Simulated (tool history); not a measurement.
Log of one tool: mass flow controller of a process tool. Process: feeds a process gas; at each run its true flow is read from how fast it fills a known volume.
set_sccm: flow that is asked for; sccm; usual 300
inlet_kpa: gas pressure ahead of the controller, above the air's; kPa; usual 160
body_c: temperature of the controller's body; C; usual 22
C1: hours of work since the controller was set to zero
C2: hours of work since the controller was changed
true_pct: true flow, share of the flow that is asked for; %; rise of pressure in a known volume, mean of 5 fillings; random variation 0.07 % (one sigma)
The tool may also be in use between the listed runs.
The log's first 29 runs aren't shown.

{"run": 30, "hour": 1791.7, "set_sccm": 865, "inlet_kpa": 145, "body_c": 28, "C1": 1703, "C2": 1703, "true_pct": 96.58}
{"run": 31, "hour": 1852.0, "set_sccm": 300, "inlet_kpa": 181, "body_c": 22, "C1": 1723, "C2": 1723, "true_pct": 95.17}
{"run": 32, "hour": 1910.4, "set_sccm": 298, "inlet_kpa": 268, "body_c": 22, "C1": 1743, "C2": 1743, "true_pct": 94.98}
{"run": 33, "hour": 1967.8, "set_sccm": 298, "inlet_kpa": 268, "body_c": 22, "C1": 1762, "C2": 1762, "true_pct": 94.65}
{"run": 34, "hour": 2043.4, "set_sccm": 147, "inlet_kpa": 161, "body_c": 22, "C1": 1787, "C2": 1787, "true_pct": 94.13}
{"hour": 2073.4, "done": "gauge calibrated"}
{"run": 35, "hour": 2086.5, "set_sccm": 300, "inlet_kpa": 143, "body_c": 35, "C1": 1802, "C2": 1802, "true_pct": 99.97}
{"run": 36, "hour": 2126.5, "set_sccm": 378, "inlet_kpa": 147, "body_c": 29, "C1": 1815, "C2": 1815, "true_pct": 99.33}
{"run": 37, "hour": 2199.4, "set_sccm": 378, "inlet_kpa": 147, "body_c": 29, "C1": 1840, "C2": 1840, "true_pct": 99.12}
{"run": 38, "hour": 2270.4, "set_sccm": 399, "inlet_kpa": 174, "body_c": 22, "C1": 1864, "C2": 1864, "true_pct": 98.21}
{"run": 39, "hour": 2328.6, "set_sccm": 300, "inlet_kpa": 231, "body_c": 26, "C1": 1884, "C2": 1884, "true_pct": 98.38}
{"run": 40, "hour": 2376.7, "set_sccm": 300, "inlet_kpa": 231, "body_c": 26, "C1": 1900, "C2": 1900, "true_pct": 98.11}
{"run": 41, "hour": 2445.6, "set_sccm": 245, "inlet_kpa": 231, "body_c": 32, "C1": 1923, "C2": 1923, "true_pct": 98.27}
{"run": 42, "hour": 2508.3, "set_sccm": 787, "inlet_kpa": 228, "body_c": 26, "C1": 1944, "C2": 1944, "true_pct": 98.29}
{"run": 43, "hour": 2578.7, "set_sccm": 787, "inlet_kpa": 228, "body_c": 26, "C1": 1968, "C2": 1968, "true_pct": 98.0}
{"run": 44, "hour": 2615.9, "set_sccm": 787, "inlet_kpa": 228, "body_c": 26, "C1": 1980, "C2": 1980, "true_pct": 97.93}
{"run": 45, "hour": 2697.8, "set_sccm": 787, "inlet_kpa": 228, "body_c": 26, "C1": 2008, "C2": 2008, "true_pct": 97.62}
{"run": 46, "hour": 2738.0, "set_sccm": 787, "inlet_kpa": 228, "body_c": 26, "C1": 2022, "C2": 2022, "true_pct": 97.37}
{"run": 47, "hour": 2773.8, "set_sccm": 319, "inlet_kpa": 280, "body_c": 20, "C1": 2034, "C2": 2034, "true_pct": 96.26}

Forecast each of these 5 alternatives for the next run:
{"run": "A", "hour": 2820.4, "set_sccm": 344, "inlet_kpa": 235, "body_c": 22, "C1": 2049, "C2": 2049, "true_pct": "?"}
{"run": "B", "hour": 2820.4, "set_sccm": 863, "inlet_kpa": 160, "body_c": 22, "C1": 2049, "C2": 2049, "true_pct": "?"}
{"run": "C", "hour": 2820.4, "set_sccm": 180, "inlet_kpa": 280, "body_c": 29, "C1": 2049, "C2": 2049, "true_pct": "?"}
{"run": "D", "hour": 2820.4, "set_sccm": 656, "inlet_kpa": 155, "body_c": 24, "C1": 2049, "C2": 2049, "true_pct": "?"}
{"run": "E", "hour": 2820.4, "set_sccm": 319, "inlet_kpa": 280, "body_c": 40, "C1": 2049, "C2": 2049, "true_pct": "?"}

run=A true_pct=96.25
run=B true_pct=96.74
run=C true_pct=96.69
run=D true_pct=96.78
run=E true_pct=98.01
Without the tool's hidden state the same runs would have given:
run=A true_pct=98.98
run=B true_pct=99.48
run=C true_pct=99.43
run=D true_pct=99.52
run=E true_pct=100.78
